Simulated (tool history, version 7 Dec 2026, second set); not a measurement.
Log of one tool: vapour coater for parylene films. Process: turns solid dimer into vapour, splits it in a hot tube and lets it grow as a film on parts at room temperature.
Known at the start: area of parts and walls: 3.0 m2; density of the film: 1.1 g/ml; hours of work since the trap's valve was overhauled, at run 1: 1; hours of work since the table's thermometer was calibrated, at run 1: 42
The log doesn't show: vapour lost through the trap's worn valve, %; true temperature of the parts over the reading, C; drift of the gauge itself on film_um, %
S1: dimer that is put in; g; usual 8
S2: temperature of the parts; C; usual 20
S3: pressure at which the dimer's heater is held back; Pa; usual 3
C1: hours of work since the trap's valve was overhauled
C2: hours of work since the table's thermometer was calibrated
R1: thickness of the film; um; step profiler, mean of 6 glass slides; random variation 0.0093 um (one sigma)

| run | hour | S1 | S2 | S3 | C1 | C2 | R1 |
|---|---|---|---|---|---|---|---|
| 1 | 0 | 8 | 20 | 3 | 1 | 42 | 1.642 |
| 2 | 16.9 | 8 | 20 | 3 | 14 | 55 | 1.657 |
| 3 | 32.3 | 8 | 20 | 3 | 25 | 66 | 1.65 |
| 4 | 47.8 | 8 | 20 | 3 | 37 | 78 | 1.639 |
| 5 | 61.2 | 12 | 20 | 3 | 47 | 88 | 2.47 |
| 6 | 71.3 | 12 | 20 | 3 | 55 | 96 | 2.484 |
| 7 | 82.8 | 12 | 20 | 3 | 63 | 105 | 2.485 |
| 8 | 91.8 | 12 | 20 | 3 | 70 | 111 | 2.514 |
| 9 | 102.2 | 12 | 20 | 3 | 78 | 119 | 2.488 |
| 10 | 119 | 8 | 20 | 3 | 91 | 132 | 1.671 |
| 11 | 132.9 | 8 | 20 | 3 | 101 | 142 | 1.685 |
| 12 | 146.7 | 8 | 20 | 3 | 112 | 153 | 1.663 |
| 13 | 155.8 | 8 | 20 | 3 | 119 | 160 | 1.67 |
| 14 | 168.5 | 8 | 20 | 3 | 128 | 169 | 1.693 |
| 15 | 176.1 | 8 | 20 | 5.05 | 134 | 175 | 1.532 |
| 16 | 189.2 | 8 | 20 | 3.9 | 144 | 185 | 1.59 |
| 17 | 198.5 | 8 | 20 | 3 | 151 | 192 | 1.684 |
| 18 | 205.9 | 5 | 20 | 3 | 156 | 198 | 1.048 |
| 19 | 217.2 | 8 | 16 | 3 | 165 | 206 | 1.99 |
| 20 | 225.5 | 8 | 16 | 3 | 171 | 212 | 2.004 |
|  | 240.9 | gauge calibrated |
| 21 | 241.8 | 8 | 16 | 3 | 184 | 225 | 1.961 |
| 22 | 255.5 | 8 | 16 | 3 | 194 | 235 | 1.965 |
| 23 | 263.1 | 8 | 16 | 3 | 200 | 241 | 1.961 |
| 24 | 271.1 | 8 | 16 | 3 | 206 | 247 | 1.975 |
| 25 | 280.9 | 12 | 22 | 4.39 | 213 | 254 | 2.129 |
| 26 | 292.2 | 8 | 20 | 3.23 | 222 | 263 | 1.636 |
| 27 | 309 | 5 | 20 | 9.69 | 234 | 275 | 0.811 |
| 28 | 319 | 4 | 29 | 11.36 | 242 | 283 | 0.439 |
| 29 | 330.1 | 6 | 18 | 3 | 250 | 291 | 1.338 |
| 30 | 341.6 | 6 | 18 | 3 | 259 | 300 | 1.345 |
| 31 | 353 | 6 | 18 | 3 | 268 | 309 | 1.353 |
| 32 | 368.4 | 8 | 22 | 8.69 | 279 | 320 | 1.232 |
| 33 | 380.3 | 8 | 12 | 3 | 288 | 329 | 2.351 |
| 34 | 392.6 | 8 | 12 | 3 | 297 | 339 | 2.361 |
| 35 | 400.1 | 8 | 20 | 3 | 303 | 344 | 1.67 |
| 36 | 410.9 | 8 | 22 | 2.32 | 311 | 352 | 1.621 |
| 37 | 425.4 | 4 | 22 | 5.55 | 322 | 363 | 0.685 |
| 38 | 442.2 | 4 | 22 | 5.55 | 335 | 376 | 0.685 |
| 39 | 458.6 | 4 | 22 | 5.55 | 347 | 388 | 0.688 |
| 40 | 470.3 | 5 | 22 | 2.69 | 356 | 397 | 0.995 |
| 41 | 483.9 | 10 | 14 | 3 | 366 | 408 | 2.761 |
| 42 | 493.1 | 10 | 14 | 3 | 373 | 415 | 2.732 |
| 43 | 506.8 | 10 | 14 | 3 | 384 | 425 | 2.74 |
| 44 | 516.8 | 10 | 14 | 3 | 391 | 432 | 2.755 |
| 45 | 526.1 | 8 | 20 | 9.43 | 398 | 440 | 1.338 |
|  | 528.4 | gauge calibrated |
| 46 | 534 | 8 | 16 | 7.15 | 404 | 445 | 1.662 |
|  | 549.3 | trap's valve overhauled |
| 47 | 554.6 | 3 | 29 | 3.87 | 4 | 458 | 0.422 |

Hidden state at the last listed run before each entry between runs and at the first one after, where it differs:
Between runs 20 and 21: gauge calibrated (hour 240.9)
  drift of the gauge itself on film_um, %: 2.66 -> 0.01
  measured less the result without the state, R1: +0.051 -> -0.002 um
Between runs 45 and 46: gauge calibrated (hour 528.4)
  drift of the gauge itself on film_um, %: 3.37 -> 0.07
  measured less the result without the state, R1: +0.042 -> -0.002 um
Between runs 46 and 47: trap's valve overhauled (hour 549.3)
  vapour lost through the trap's worn valve, %: 0.2 -> 0; drift of the gauge itself on film_um, %: 0.07 -> 0.26
  measured less the result without the state, R1: -0.002 -> +0.001 um
